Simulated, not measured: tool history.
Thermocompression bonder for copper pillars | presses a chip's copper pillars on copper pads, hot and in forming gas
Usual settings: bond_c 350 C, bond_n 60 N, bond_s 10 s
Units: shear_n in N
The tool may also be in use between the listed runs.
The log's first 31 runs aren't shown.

run,hour,bond_c,bond_n,bond_s,shear_n
32,637.6,327,59,24,93.9
33,657.9,379,38,10,73.8
34,672.5,370,86,10,106.4
# hour 683.4: forming gas filter changed
35,697.2,370,90,7,103.0
36,720.6,370,90,7,103.4
37,746.8,358,42,9,68.5
38,776.0,350,38,13,68.8
39,804.9,350,38,13,69.6
40,818.8,324,41,10,54.2

3 ways to go on from here, each from the tool as it stands after run 40. What would each give?
A,841.7,324,81,10,?
B,841.7,350,60,5,?
C,841.7,327,45,10,?

run,shear_n
A,84.4
B,68.3
C,60.4
Without the tool's hidden state the same runs would have given:
run,shear_n
A,84.7
B,68.5
C,60.5
